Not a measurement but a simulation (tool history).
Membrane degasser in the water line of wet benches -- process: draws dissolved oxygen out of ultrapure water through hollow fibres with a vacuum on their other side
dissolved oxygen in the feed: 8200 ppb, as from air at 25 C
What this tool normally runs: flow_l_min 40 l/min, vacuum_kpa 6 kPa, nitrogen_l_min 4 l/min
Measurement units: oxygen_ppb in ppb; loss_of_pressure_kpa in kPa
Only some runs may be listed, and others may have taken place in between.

| run | hour | flow_l_min | vacuum_kpa | nitrogen_l_min | oxygen_ppb | loss_of_pressure_kpa |
|---|---|---|---|---|---|---|
| 1 | 0 | 40 | 6 | 4 | 74.8 | 65.06 |
| 2 | 119.1 | 40 | 6 | 3.85 | 76.3 | 64.57 |
| 3 | 288.1 | 40 | 6 | 4 | 74 | 64.32 |
| 4 | 459.8 | 40 | 13.94 | 4 | 253.2 | 64.58 |
| 5 | 646.9 | 40 | 13.94 | 4 | 255.1 | 64.66 |
| 6 | 898.2 | 42 | 6 | 4 | 79.7 | 68.26 |
| 7 | 1002.3 | 42 | 6 | 4 | 78.8 | 68.22 |
| 8 | 1145.5 | 42 | 6 | 4 | 79.2 | 68.18 |
| 9 | 1274.7 | 42 | 6 | 4 | 80 | 68.14 |
| 10 | 1470.8 | 42 | 6 | 4 | 80.2 | 68.42 |
| 11 | 1658.5 | 40 | 6 | 5.22 | 59.1 | 64.75 |
| 12 | 1841.6 | 40 | 6 | 5.22 | 58.8 | 64.91 |
| 13 | 2098.2 | 40 | 6 | 5.22 | 60.3 | 64.86 |
| 14 | 2249.8 | 40 | 3.79 | 5.22 | 19.5 | 65.48 |
| 15 | 2406.4 | 61 | 3.61 | 4 | 74.2 | 99.25 |
| 16 | 2574.1 | 40 | 12.98 | 3.4 | 263.2 | 65.39 |
| 17 | 2763.6 | 40 | 12.98 | 3.4 | 265.2 | 65.53 |
| 18 | 2905.9 | 27 | 8.59 | 7.9 | 46.2 | 44.15 |
| 19 | 3010 | 29 | 9.76 | 7.9 | 60.3 | 47.58 |
| 20 | 3175.5 | 47 | 9.24 | 2.42 | 267.4 | 77.46 |

Consider 3 possible next runs. They are alternatives, not a sequence: every one starts from the tool as it was left by run 20. What does each give?
| A | 3367.2 | 49 | 9.61 | 2.42 | ? | ? |
| B | 3367.2 | 43 | 10.49 | 2.22 | ? | ? |
| C | 3367.2 | 62 | 6 | 5.24 | ? | ? |

| run | oxygen_ppb | loss_of_pressure_kpa |
|---|---|---|
| A | 300.1 | 79.82 |
| B | 318.3 | 70.09 |
| C | 139.3 | 101.85 |
Without the tool's hidden state the same runs would have given:
| run | oxygen_ppb | loss_of_pressure_kpa |
|---|---|---|
| A | 299.8 | 78.79 |
| B | 318.1 | 69.19 |
| C | 139 | 100.54 |

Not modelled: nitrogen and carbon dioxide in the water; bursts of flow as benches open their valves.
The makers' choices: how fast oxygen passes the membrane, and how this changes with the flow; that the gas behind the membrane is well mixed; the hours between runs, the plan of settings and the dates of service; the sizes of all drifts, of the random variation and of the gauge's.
